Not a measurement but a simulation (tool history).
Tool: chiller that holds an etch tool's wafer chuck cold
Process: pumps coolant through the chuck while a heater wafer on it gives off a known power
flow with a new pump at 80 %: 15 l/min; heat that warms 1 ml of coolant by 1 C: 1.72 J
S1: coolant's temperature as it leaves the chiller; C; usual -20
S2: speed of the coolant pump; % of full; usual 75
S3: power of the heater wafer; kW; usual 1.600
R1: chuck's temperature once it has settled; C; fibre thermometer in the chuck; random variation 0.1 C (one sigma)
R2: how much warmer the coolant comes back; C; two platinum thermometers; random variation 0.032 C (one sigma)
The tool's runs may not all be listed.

run 1 hour=0.0 | S1=-20 S2=75 S3=1.600 | R1=-8.9 R2=3.97
run 2 hour=50.1 | S1=-20 S2=70 S3=1.600 | R1=-8.4 R2=4.23
run 3 hour=86.7 | S1=-17 S2=75 S3=1.600 | R1=-6.2 R2=3.95
run 4 hour=124.0 | S1=-17 S2=98 S3=1.600 | R1=-8.6 R2=2.98
run 5 hour=154.2 | S1=-17 S2=98 S3=1.600 | R1=-9.0 R2=2.98
run 6 hour=205.8 | S1=-17 S2=98 S3=1.600 | R1=-8.9 R2=2.96
run 7 hour=251.4 | S1=-17 S2=98 S3=1.600 | R1=-8.8 R2=2.93
run 8 hour=297.9 | S1=-17 S2=75 S3=1.600 | R1=-6.1 R2=4.04
run 9 hour=349.0 | S1=-17 S2=75 S3=1.600 | R1=-6.2 R2=4.06
run 10 hour=375.7 | S1=-17 S2=75 S3=1.600 | R1=-6.2 R2=3.99
run 11 hour=431.9 | S1=-17 S2=75 S3=1.142 | R1=-9.2 R2=2.87
run 12 hour=471.5 | S1=-17 S2=75 S3=1.142 | R1=-9.2 R2=2.84
run 13 hour=506.8 | S1=-17 S2=75 S3=1.142 | R1=-9.1 R2=2.81
run 14 hour=568.0 | S1=-20 S2=79 S3=1.600 | R1=-9.7 R2=3.72
run 15 hour=621.0 | S1=-20 S2=81 S3=1.225 | R1=-12.3 R2=2.78
run 16 hour=686.1 | S1=-20 S2=80 S3=1.214 | R1=-12.2 R2=2.83
run 17 hour=736.1 | S1=-19 S2=75 S3=1.214 | R1=-10.7 R2=3.03
run 18 hour=766.0 | S1=-19 S2=91 S3=2.021 | R1=-7.9 R2=4.14
-- hour=779.7 chiller's thermometer calibrated
run 19 hour=799.2 | S1=-19 S2=91 S3=2.021 | R1=-7.6 R2=4.09
run 20 hour=850.1 | S1=-13 S2=63 S3=1.342 | R1=-2.1 R2=4.09
run 21 hour=903.0 | S1=-14 S2=63 S3=1.139 | R1=-4.6 R2=3.47
run 22 hour=958.3 | S1=-14 S2=63 S3=1.139 | R1=-4.6 R2=3.49
run 23 hour=1018.3 | S1=-13 S2=93 S3=2.141 | R1=-1.5 R2=4.22
run 24 hour=1077.3 | S1=-18 S2=69 S3=0.967 | R1=-10.8 R2=2.64
run 25 hour=1129.0 | S1=-18 S2=69 S3=0.967 | R1=-10.8 R2=2.69
run 26 hour=1178.7 | S1=-25 S2=73 S3=0.850 | R1=-19.1 R2=2.14
run 27 hour=1237.7 | S1=-16 S2=79 S3=1.600 | R1=-5.5 R2=3.78

3 ways to go on from here, each from the tool as it stands after run 27. What would each give?
run A hour=1272.8 | S1=-19 S2=75 S3=1.600 | R1=? R2=?
run B hour=1272.8 | S1=-26 S2=74 S3=1.197 | R1=? R2=?
run C hour=1272.8 | S1=-26 S2=87 S3=1.600 | R1=? R2=?

run=A R1=-7.9 R2=3.97
run=B R1=-17.6 R2=2.99
run=C R1=-16.5 R2=3.37
Without the tool's hidden state the same runs would have given:
run=A R1=-8.0 R2=3.96
run=B R1=-17.6 R2=2.98
run=C R1=-16.5 R2=3.36

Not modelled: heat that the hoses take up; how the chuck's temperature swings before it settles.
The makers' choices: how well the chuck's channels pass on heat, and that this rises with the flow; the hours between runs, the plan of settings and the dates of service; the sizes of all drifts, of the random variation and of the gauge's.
